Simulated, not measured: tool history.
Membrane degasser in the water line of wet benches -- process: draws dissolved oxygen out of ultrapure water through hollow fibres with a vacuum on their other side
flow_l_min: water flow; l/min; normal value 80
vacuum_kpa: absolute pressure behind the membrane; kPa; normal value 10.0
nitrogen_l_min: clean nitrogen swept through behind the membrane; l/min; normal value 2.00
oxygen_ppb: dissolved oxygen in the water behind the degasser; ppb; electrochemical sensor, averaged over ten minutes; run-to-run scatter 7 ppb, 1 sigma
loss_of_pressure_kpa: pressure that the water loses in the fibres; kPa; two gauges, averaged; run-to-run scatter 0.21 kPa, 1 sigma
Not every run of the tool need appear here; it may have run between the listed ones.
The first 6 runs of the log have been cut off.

run,day,flow_l_min,vacuum_kpa,nitrogen_l_min,hours since the membrane was changed,hours since the vacuum gauge was calibrated,hours since the vacuum lines were made tight,oxygen_ppb,loss_of_pressure_kpa
7,43.796,80,10.0,2.00,7007,1903,9706,725.0,50.87
8,51.817,80,10.0,2.00,7200,2095,9899,721.1,50.59
9,61.379,80,10.0,2.00,7429,2325,10128,732.0,50.71
10,69.400,80,10.0,2.00,7622,2518,10321,728.6,50.82
# day 75.012: seals of the vacuum lines changed
11,78.062,80,14.2,2.00,7828,2723,73,997.1,50.90
12,84.075,80,10.0,2.00,7972,2868,218,733.5,50.90
13,92.108,80,10.0,1.94,8165,3060,410,737.3,51.24
14,101.938,80,10.0,1.94,8401,3296,646,753.9,51.00
15,109.367,80,10.0,1.93,8579,3475,825,737.3,50.73
16,115.408,80,10.0,1.93,8724,3620,970,760.9,51.29
17,124.804,81,18.3,1.34,8950,3845,1195,1630.8,51.96
18,129.167,77,10.8,1.34,9054,3950,1300,949.1,49.08
19,138.821,80,10.0,1.82,9286,4182,1531,779.1,51.59
20,147.767,80,10.6,3.04,9501,4396,1746,622.8,51.73
21,153.479,121,10.6,3.04,9638,4533,1883,964.6,77.72
22,160.221,104,13.7,2.32,9800,4695,2045,1152.1,66.98
23,169.467,77,8.7,2.32,10021,4917,2267,578.5,49.49
24,177.146,88,24.3,2.00,10206,5101,2451,1780.7,56.49

What will run 25 give?
25,186.342,88,24.3,2.00,10427,5322,2672,?,?

oxygen_ppb: 1748.7 ppb
loss_of_pressure_kpa: 56.81 kPa
If the tool had no hidden condition, the same run with the same run-to-run variation would have returned oxygen_ppb 1709.0 ppb, loss_of_pressure_kpa 54.37 kPa.

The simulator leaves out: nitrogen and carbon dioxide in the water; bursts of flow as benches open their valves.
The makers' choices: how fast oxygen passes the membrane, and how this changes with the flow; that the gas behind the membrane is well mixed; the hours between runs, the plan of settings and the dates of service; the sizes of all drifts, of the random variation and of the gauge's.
